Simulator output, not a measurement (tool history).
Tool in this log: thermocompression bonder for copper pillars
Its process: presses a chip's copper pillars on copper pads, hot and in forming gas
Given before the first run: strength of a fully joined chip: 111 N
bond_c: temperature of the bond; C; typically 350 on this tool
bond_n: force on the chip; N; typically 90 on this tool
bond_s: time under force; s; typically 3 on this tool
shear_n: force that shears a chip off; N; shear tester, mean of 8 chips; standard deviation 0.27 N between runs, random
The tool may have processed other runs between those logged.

run,hour,bond_c,bond_n,bond_s,shear_n
1,0,350,90,3,53.6
2,12.3,350,90,3,53.1
3,18.7,350,90,3,52.6
4,25.8,330,90,3,43.3
5,32.1,330,90,3,43.4
6,45.2,330,58,3,33.3
7,52.7,350,90,3,52.8
8,60,350,90,3,52.8
9,73.5,350,90,3,53.4
10,83.9,350,90,3,52.3
11,96.4,350,90,3,52.8
12,109.1,350,79,3,49.2
13,116.5,350,79,3,49.5
14,123.2,350,67,3,44.7
15,131.4,350,67,3,44.4
16,143.8,350,90,3,52.4
17,149.3,350,90,3,52.2
18,156.7,350,90,3,52.6
19,163.2,350,90,3,52.1
20,168.9,350,90,3,51.9
21,180.8,350,90,3,52.3
22,192.9,371,92,2,55.7
23,201,337,58,3,34.9
24,207.7,350,64,5,52
# hour 210.5: heater calibrated with a thermocouple chip
25,215.2,345,61,5,46.8
26,224.6,345,61,5,47.2
27,233.4,350,89,6,63.5
28,246.7,350,57,3,38.9
# hour 256.6: heater calibrated with a thermocouple chip, once more
29,261.8,321,111,3,46.1
30,269.6,374,100,5,80.5
31,281.7,374,100,5,79.5
32,288.1,362,100,4,69.9
33,296.7,362,89,6,74.6
34,302.3,350,56,6,55.1
35,309.8,350,56,6,54.9
36,317.2,350,56,6,54.5
37,327.1,325,90,2,36.7
38,338.4,325,90,2,35.9
39,348.8,350,101,3,57.9
40,359.7,350,129,4,70.6
41,368.8,359,106,4,69.3

For each run, the measured value with the value that run would have given without the tool's hidden condition subtracted. The run-to-run variation is shared by both, the gauge scatter possibly not:
The hidden state here: true temperature of the bond over the reading, C; force that reaches the chip, % of what is set; oxide that the forming gas leaves, % of the face; drift of the gauge itself on shear_n, %.
run,shear_n
1,-3.1
2,-3.1
3,-3.2
4,-2.9
5,-3
6,-2.6
7,-3.4
8,-3.5
9,-3.5
10,-3.5
11,-3.7
12,-3.6
13,-3.6
14,-3.5
15,-3.5
16,-4
17,-4
18,-4
19,-4
20,-4.1
21,-4.3
22,-4.2
23,-3.4
24,-4.4
25,-5.6
26,-5.7
27,-6.6
28,-5.1
29,-0.8
30,-1.8
31,-1.8
32,-1.5
33,-1.7
34,-1.3
35,-1.4
36,-1.4
37,-1
38,-1
39,-1.7
40,-2.1
41,-2.2
